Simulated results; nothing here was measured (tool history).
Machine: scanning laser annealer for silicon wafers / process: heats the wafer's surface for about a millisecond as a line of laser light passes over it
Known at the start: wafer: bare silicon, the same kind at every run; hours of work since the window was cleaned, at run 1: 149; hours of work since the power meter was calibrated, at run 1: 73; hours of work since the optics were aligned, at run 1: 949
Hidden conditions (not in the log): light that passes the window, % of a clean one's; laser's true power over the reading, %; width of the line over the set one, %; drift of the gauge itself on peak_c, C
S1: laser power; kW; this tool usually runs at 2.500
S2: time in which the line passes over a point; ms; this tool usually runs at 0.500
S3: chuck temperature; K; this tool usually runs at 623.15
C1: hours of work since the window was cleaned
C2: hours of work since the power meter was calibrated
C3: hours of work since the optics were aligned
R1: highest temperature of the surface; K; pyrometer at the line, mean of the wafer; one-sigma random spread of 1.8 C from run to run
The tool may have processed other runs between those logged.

| run | hour | S1 | S2 | S3 | C1 | C2 | C3 | R1 |
|---|---|---|---|---|---|---|---|---|
| 1 | 0.0 | 2.500 | 0.500 | 623.15 | 149 | 73 | 949 | 1314.15 |
| 2 | 13.0 | 2.500 | 0.500 | 623.15 | 155 | 80 | 955 | 1309.15 |
| 3 | 36.7 | 2.500 | 0.500 | 623.15 | 166 | 91 | 966 | 1308.15 |
| 4 | 55.3 | 2.500 | 0.500 | 623.15 | 174 | 99 | 975 | 1306.15 |
| 5 | 76.1 | 2.500 | 0.500 | 624.15 | 184 | 109 | 985 | 1312.15 |
| 6 | 99.6 | 2.500 | 0.500 | 624.15 | 195 | 120 | 996 | 1307.15 |
| 7 | 112.8 | 2.187 | 0.500 | 623.15 | 201 | 126 | 1002 | 1192.15 |
| 8 | 132.2 | 2.187 | 0.500 | 623.15 | 210 | 135 | 1011 | 1195.15 |
| 9 | 153.3 | 2.187 | 0.500 | 623.15 | 220 | 145 | 1021 | 1189.15 |
| 10 | 170.3 | 2.187 | 0.500 | 623.15 | 228 | 153 | 1029 | 1190.15 |
| 11 | 181.2 | 2.187 | 0.500 | 623.15 | 233 | 158 | 1034 | 1189.15 |
| 12 | 205.7 | 2.187 | 0.500 | 623.15 | 244 | 169 | 1045 | 1192.15 |
| 13 | 228.2 | 2.500 | 0.489 | 623.15 | 255 | 180 | 1056 | 1296.15 |
| 14 | 250.8 | 2.500 | 0.489 | 623.15 | 265 | 190 | 1066 | 1293.15 |
| 15 | 271.0 | 2.500 | 0.500 | 623.15 | 275 | 200 | 1075 | 1300.15 |
| 16 | 284.3 | 2.726 | 0.437 | 649.15 | 281 | 206 | 1082 | 1351.15 |
| 17 | 309.8 | 2.726 | 0.437 | 649.15 | 293 | 218 | 1094 | 1357.15 |
| 18 | 328.8 | 2.370 | 0.410 | 599.15 | 302 | 227 | 1102 | 1163.15 |
| 19 | 353.6 | 2.207 | 0.501 | 599.15 | 313 | 238 | 1114 | 1169.15 |
| 20 | 368.3 | 2.357 | 0.559 | 631.15 | 320 | 245 | 1121 | 1288.15 |
| 21 | 389.4 | 2.283 | 0.394 | 599.15 | 330 | 255 | 1131 | 1125.15 |
| 22 | 401.2 | 2.317 | 0.575 | 599.15 | 336 | 260 | 1136 | 1251.15 |
| 23 | 420.5 | 2.413 | 0.575 | 662.15 | 345 | 269 | 1145 | 1351.15 |
| 24 | 442.4 | 2.453 | 0.587 | 600.15 | 355 | 280 | 1155 | 1308.15 |
| 25 | 453.3 | 2.487 | 0.587 | 647.15 | 360 | 285 | 1160 | 1367.15 |
| 26 | 475.2 | 2.528 | 0.485 | 610.15 | 370 | 295 | 1171 | 1276.15 |
| 27 | 499.4 | 2.239 | 0.459 | 612.15 | 381 | 306 | 1182 | 1163.15 |
| 28 | 517.1 | 2.597 | 0.365 | 663.15 | 389 | 314 | 1190 | 1261.15 |
| 29 | 539.9 | 2.219 | 0.573 | 659.15 | 400 | 325 | 1201 | 1265.15 |

Below, some changes in R1 between adjacent runs. For each, the amount present without the hidden state too (settings, incoming material, random variation) and the amount remaining for the hidden state with gauge scatter not shared by both compared results:
Run 17 -> 18: S1 2.726 -> 2.370, S2 0.437 -> 0.410, S3 649.15 -> 599.15. R1 -194.00 K: hidden state +7.00, all else -201.00.
Run 20 -> 21: S1 2.357 -> 2.283, S2 0.559 -> 0.394, S3 631.15 -> 599.15. R1 -163.00 K: hidden state +7.00, all else -170.00.
Run 21 -> 22: S1 2.283 -> 2.317, S2 0.394 -> 0.575. R1 +126.00 K: hidden state -9.00, all else +135.00.
